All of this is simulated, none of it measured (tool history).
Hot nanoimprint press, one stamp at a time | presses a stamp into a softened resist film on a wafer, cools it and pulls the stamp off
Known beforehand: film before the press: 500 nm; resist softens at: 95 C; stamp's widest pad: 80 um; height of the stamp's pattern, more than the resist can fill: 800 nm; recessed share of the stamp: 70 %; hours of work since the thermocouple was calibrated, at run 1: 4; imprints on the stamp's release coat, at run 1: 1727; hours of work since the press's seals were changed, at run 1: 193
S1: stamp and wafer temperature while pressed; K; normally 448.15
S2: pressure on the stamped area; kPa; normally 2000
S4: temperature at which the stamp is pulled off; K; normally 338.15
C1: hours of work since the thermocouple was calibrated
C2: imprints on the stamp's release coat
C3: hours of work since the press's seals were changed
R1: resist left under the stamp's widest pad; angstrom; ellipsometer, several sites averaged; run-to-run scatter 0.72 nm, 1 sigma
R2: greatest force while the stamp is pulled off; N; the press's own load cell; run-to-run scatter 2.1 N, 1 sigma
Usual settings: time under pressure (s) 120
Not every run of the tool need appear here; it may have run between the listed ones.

Run 1, day 0.000: usual settings; C1 4; C2 1727; C3 193. Result: R1 2033 angstrom, R2 124 N.
Run 2, day 2.212: usual settings; C1 42; C2 1916; C3 231. Result: R1 2044 angstrom, R2 127 N.
Run 3, day 3.867: usual settings but time under pressure (s) 205; C1 70; C2 2057; C3 259. Result: R1 1688 angstrom, R2 130 N.
Run 4, day 6.104: usual settings but time under pressure (s) 205; C1 108; C2 2248; C3 297. Result: R1 1706 angstrom, R2 136 N.
Run 5, day 7.496: usual settings but time under pressure (s) 205; C1 132; C2 2367; C3 321. Result: R1 1697 angstrom, R2 137 N.
At day 8.829: stamp cleaned and given a new release coat.
Run 6, day 10.075: usual settings; C1 172; C2 106; C3 361. Result: R1 2082 angstrom, R2 99 N.
Run 7, day 11.112: usual settings; C1 190; C2 195; C3 378. Result: R1 2075 angstrom, R2 97 N.
Run 8, day 12.271: usual settings; C1 209; C2 294; C3 398. Result: R1 2081 angstrom, R2 103 N.
Run 9, day 13.296: usual settings; C1 227; C2 381; C3 416. Result: R1 2100 angstrom, R2 98 N.
Run 10, day 15.575: usual settings; C1 266; C2 576; C3 454. Result: R1 2101 angstrom, R2 105 N.
Run 11, day 17.921: usual settings; C1 306; C2 776; C3 494. Result: R1 2110 angstrom, R2 107 N.
Run 12, day 20.162: usual settings; C1 344; C2 968; C3 533. Result: R1 2118 angstrom, R2 113 N.
Run 13, day 22.083: usual settings but time under pressure (s) 83; C1 377; C2 1132; C3 565. Result: R1 2415 angstrom, R2 112 N.
Run 14, day 24.129: usual settings but time under pressure (s) 83; C1 411; C2 1307; C3 600. Result: R1 2417 angstrom, R2 120 N.
At day 26.379: plate thermocouple calibrated.
Run 15, day 26.517: usual settings but time under pressure (s) 83; C1 2; C2 1500; C3 639. Result: R1 2313 angstrom, R2 121 N.
Run 16, day 28.512: usual settings but S1 451.15 K, time under pressure (s) 83, S4 345.15 K; C1 36; C2 1671; C3 673. Result: R1 2039 angstrom, R2 117 N.

Forecast run 17:
Run 17, day 29.942: usual settings but S1 451.15 K, time under pressure (s) 79, S4 345.15 K; C1 61; C2 1793; C3 697. Result: R1 ?, R2 ?.

R1: 2094 angstrom
R2: 118 N
Minus the tool's unlogged condition, the same run would have read R1 2068 angstrom, R2 90 N.

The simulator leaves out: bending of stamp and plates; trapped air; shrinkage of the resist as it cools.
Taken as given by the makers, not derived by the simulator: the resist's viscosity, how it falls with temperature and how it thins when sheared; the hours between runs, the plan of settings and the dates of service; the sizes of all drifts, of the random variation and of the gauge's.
